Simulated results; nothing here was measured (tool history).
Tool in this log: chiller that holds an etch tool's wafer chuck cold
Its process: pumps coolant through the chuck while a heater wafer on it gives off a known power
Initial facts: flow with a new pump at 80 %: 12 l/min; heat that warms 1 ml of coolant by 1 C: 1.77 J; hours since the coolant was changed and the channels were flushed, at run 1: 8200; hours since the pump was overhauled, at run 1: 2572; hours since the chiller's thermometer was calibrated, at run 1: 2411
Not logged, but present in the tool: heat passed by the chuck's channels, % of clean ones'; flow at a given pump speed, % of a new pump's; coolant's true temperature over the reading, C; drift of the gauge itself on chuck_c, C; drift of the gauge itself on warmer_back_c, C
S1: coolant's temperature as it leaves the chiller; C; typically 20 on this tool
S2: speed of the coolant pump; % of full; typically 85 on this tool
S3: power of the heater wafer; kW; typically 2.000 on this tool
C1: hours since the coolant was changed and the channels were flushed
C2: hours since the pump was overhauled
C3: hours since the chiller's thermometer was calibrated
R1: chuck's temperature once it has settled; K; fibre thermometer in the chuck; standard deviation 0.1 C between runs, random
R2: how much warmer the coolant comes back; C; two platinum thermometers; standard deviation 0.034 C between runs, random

Run 1, hour 0.0: usual settings; C1 8200; C2 2572; C3 2411. Result: R1 306.05 K, R2 5.55 C.
Run 2, hour 59.9: usual settings but S1 23 C; C1 8260; C2 2632; C3 2471. Result: R1 309.05 K, R2 5.49 C.
Run 3, hour 106.8: usual settings but S1 23 C; C1 8307; C2 2679; C3 2518. Result: R1 308.85 K, R2 5.52 C.
Run 4, hour 162.5: usual settings but S1 23 C; C1 8362; C2 2734; C3 2574. Result: R1 309.05 K, R2 5.60 C.
Run 5, hour 217.5: usual settings; C1 8417; C2 2789; C3 2629. Result: R1 305.95 K, R2 5.61 C.
Run 6, hour 285.7: usual settings but S2 64 % of full; C1 8486; C2 2858; C3 2697. Result: R1 308.95 K, R2 7.27 C.
Run 7, hour 322.0: usual settings but S2 64 % of full; C1 8522; C2 2894; C3 2733. Result: R1 308.75 K, R2 7.32 C.
At hour 336.6: coolant changed, channels flushed.
Run 8, hour 384.2: usual settings but S2 64 % of full; C1 48; C2 2950; C3 2789. Result: R1 308.05 K, R2 7.30 C.
Run 9, hour 431.7: usual settings; C1 95; C2 2998; C3 2837. Result: R1 305.05 K, R2 5.59 C.
Run 10, hour 494.3: usual settings but S3 1.944 kW; C1 158; C2 3060; C3 2900. Result: R1 304.85 K, R2 5.47 C.
Run 11, hour 563.4: usual settings but S3 1.944 kW; C1 227; C2 3129; C3 2969. Result: R1 304.85 K, R2 5.43 C.
Run 12, hour 626.2: usual settings; C1 290; C2 3192; C3 3031. Result: R1 305.15 K, R2 5.61 C.
Run 13, hour 678.8: usual settings; C1 342; C2 3245; C3 3084. Result: R1 305.25 K, R2 5.55 C.
Run 14, hour 727.7: usual settings; C1 391; C2 3294; C3 3133. Result: R1 305.25 K, R2 5.61 C.
Run 15, hour 795.6: usual settings but S1 27 C; C1 459; C2 3362; C3 3201. Result: R1 312.35 K, R2 5.65 C.
Run 16, hour 874.8: usual settings; C1 538; C2 3441; C3 3280. Result: R1 305.25 K, R2 5.64 C.
Run 17, hour 941.9: usual settings; C1 605; C2 3508; C3 3347. Result: R1 305.25 K, R2 5.62 C.
Run 18, hour 975.1: usual settings; C1 638; C2 3541; C3 3380. Result: R1 305.15 K, R2 5.59 C.
Run 19, hour 1011.9: usual settings but S1 12 C; C1 675; C2 3578; C3 3417. Result: R1 297.35 K, R2 5.67 C.
Run 20, hour 1051.7: usual settings but S1 12 C; C1 715; C2 3618; C3 3457. Result: R1 297.35 K, R2 5.61 C.
At hour 1062.2: coolant pump overhauled.
Run 21, hour 1124.7: usual settings but S1 12 C; C1 783; C2 63; C3 3525. Result: R1 297.55 K, R2 5.83 C.
Run 22, hour 1190.7: usual settings but S2 78 % of full, S3 2.234 kW; C1 849; C2 129; C3 3591. Result: R1 307.95 K, R2 7.09 C.
Run 23, hour 1251.6: usual settings but S2 78 % of full, S3 2.234 kW; C1 910; C2 189; C3 3652. Result: R1 307.95 K, R2 7.05 C.
Run 24, hour 1319.6: usual settings but S1 22 C, S2 73 % of full; C1 978; C2 257; C3 3720. Result: R1 309.15 K, R2 6.76 C.
Run 25, hour 1390.5: usual settings but S1 22 C, S2 77 % of full, S3 1.755 kW; C1 1049; C2 328; C3 3791. Result: R1 306.85 K, R2 5.63 C.
Run 26, hour 1423.8: usual settings but S1 27 C, S3 1.100 kW; C1 1082; C2 362; C3 3824. Result: R1 306.75 K, R2 3.24 C.
At hour 1458.5: coolant pump overhauled, once more.
Run 27, hour 1494.8: usual settings but S1 13 C, S2 68 % of full; C1 1148; C2 36; C3 3890. Result: R1 299.75 K, R2 6.55 C.
Run 28, hour 1573.1: usual settings but S1 13 C, S2 88 % of full, S3 1.165 kW; C1 1227; C2 115; C3 3968. Result: R1 292.55 K, R2 3.04 C.
Run 29, hour 1629.1: usual settings but S2 76 % of full, S3 1.643 kW; C1 1282; C2 171; C3 4024. Result: R1 303.35 K, R2 4.80 C.
Run 30, hour 1670.2: usual settings but S1 21 C, S2 68 % of full, S3 1.828 kW; C1 1324; C2 212; C3 4065. Result: R1 306.55 K, R2 6.01 C.
Run 31, hour 1723.4: usual settings but S1 12 C, S2 68 % of full, S3 1.288 kW; C1 1377; C2 265; C3 4119. Result: R1 293.75 K, R2 4.23 C.
Run 32, hour 1794.5: usual settings but S2 71 % of full, S3 2.025 kW; C1 1448; C2 336; C3 4190. Result: R1 306.55 K, R2 6.47 C.

Alternative continuations, all from the tool just after run 32; predict every row:
Run A, hour 1872.1: usual settings but S2 71 % of full, S3 1.996 kW; C1 1526; C2 414; C3 4267. Result: R1 ?, R2 ?.
Run B, hour 1872.1: usual settings but S1 14 C, S2 70 % of full, S3 2.859 kW; C1 1526; C2 414; C3 4267. Result: R1 ?, R2 ?.
Run C, hour 1872.1: usual settings but S1 28 C, S2 100 % of full, S3 2.641 kW; C1 1526; C2 414; C3 4267. Result: R1 ?, R2 ?.

run      R1    R2
  A  306.35  6.36
  B  306.55  9.24
  C  314.75  6.08
Without the tool's unlogged condition, the same runs would have read:
run      R1    R2
  A  306.65  6.32
  B  306.75  9.18
  C  315.05  6.04

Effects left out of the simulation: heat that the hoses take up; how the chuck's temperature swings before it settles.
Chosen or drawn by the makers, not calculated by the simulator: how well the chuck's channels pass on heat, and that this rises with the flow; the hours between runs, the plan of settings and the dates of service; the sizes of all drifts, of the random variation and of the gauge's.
